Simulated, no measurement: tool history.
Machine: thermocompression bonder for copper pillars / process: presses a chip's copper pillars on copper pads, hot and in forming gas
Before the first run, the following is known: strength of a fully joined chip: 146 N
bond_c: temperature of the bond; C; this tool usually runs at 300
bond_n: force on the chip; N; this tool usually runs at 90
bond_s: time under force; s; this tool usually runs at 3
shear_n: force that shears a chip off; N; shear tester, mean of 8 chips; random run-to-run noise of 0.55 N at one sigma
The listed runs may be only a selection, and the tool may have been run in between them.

Run 1, hour 0.0: usual settings. Result: shear_n 78.8 N.
Run 2, hour 11.2: usual settings. Result: shear_n 79.1 N.
Run 3, hour 22.6: usual settings but bond_n 132 N. Result: shear_n 93.9 N.
Run 4, hour 31.2: usual settings but bond_n 132 N. Result: shear_n 94.2 N.
Run 5, hour 38.4: usual settings but bond_n 132 N. Result: shear_n 94.3 N.
At hour 39.9: forming gas filter changed.
Run 6, hour 45.7: usual settings but bond_n 132 N. Result: shear_n 103.0 N.
Run 7, hour 51.7: usual settings but bond_n 132 N. Result: shear_n 104.7 N.
Run 8, hour 63.3: usual settings but bond_n 132 N. Result: shear_n 103.5 N.
Run 9, hour 69.2: usual settings but bond_c 302 C, bond_n 132 N. Result: shear_n 105.7 N.
Run 10, hour 78.3: usual settings but bond_c 302 C, bond_n 132 N. Result: shear_n 104.9 N.
Run 11, hour 88.6: usual settings but bond_c 297 C, bond_n 85 N, bond_s 7 s. Result: shear_n 103.6 N.
Run 12, hour 96.9: usual settings but bond_c 297 C, bond_n 108 N, bond_s 6 s. Result: shear_n 109.9 N.
Run 13, hour 105.3: usual settings but bond_c 297 C, bond_n 108 N, bond_s 6 s. Result: shear_n 109.8 N.
Run 14, hour 111.8: usual settings but bond_c 271 C, bond_n 71 N, bond_s 7 s. Result: shear_n 75.1 N.
Run 15, hour 117.3: usual settings but bond_c 297 C, bond_n 77 N, bond_s 9 s. Result: shear_n 105.1 N.
Run 16, hour 123.6: usual settings but bond_c 289 C, bond_n 62 N, bond_s 2 s. Result: shear_n 53.8 N.
Run 17, hour 136.0: usual settings but bond_c 284 C, bond_n 88 N. Result: shear_n 72.6 N.
Run 18, hour 146.1: usual settings but bond_c 284 C, bond_n 88 N. Result: shear_n 72.8 N.
Run 19, hour 152.0: usual settings but bond_c 284 C, bond_n 88 N. Result: shear_n 72.0 N.
Run 20, hour 162.3: usual settings but bond_c 312 C, bond_s 7 s. Result: shear_n 113.9 N.

Here are 5 independent what-if runs from the current tool condition. What would each one return?
Run A, hour 167.8: usual settings but bond_c 299 C, bond_s 5 s. Result: shear_n ?.
Run B, hour 167.8: usual settings but bond_c 313 C, bond_n 78 N, bond_s 2 s. Result: shear_n ?.
Run C, hour 167.8: usual settings but bond_c 305 C, bond_n 89 N. Result: shear_n ?.
Run D, hour 167.8: usual settings but bond_c 322 C, bond_n 57 N, bond_s 2 s. Result: shear_n ?.
Run E, hour 167.8: usual settings but bond_c 288 C, bond_s 7 s. Result: shear_n ?.

run  shear_n
  A     97.1
  B     76.5
  C     87.5
  D     68.3
  E     97.2
With no hidden state in the tool, these same runs would have given:
run  shear_n
  A     99.3
  B     77.9
  C     89.2
  D     69.5
  E     99.3
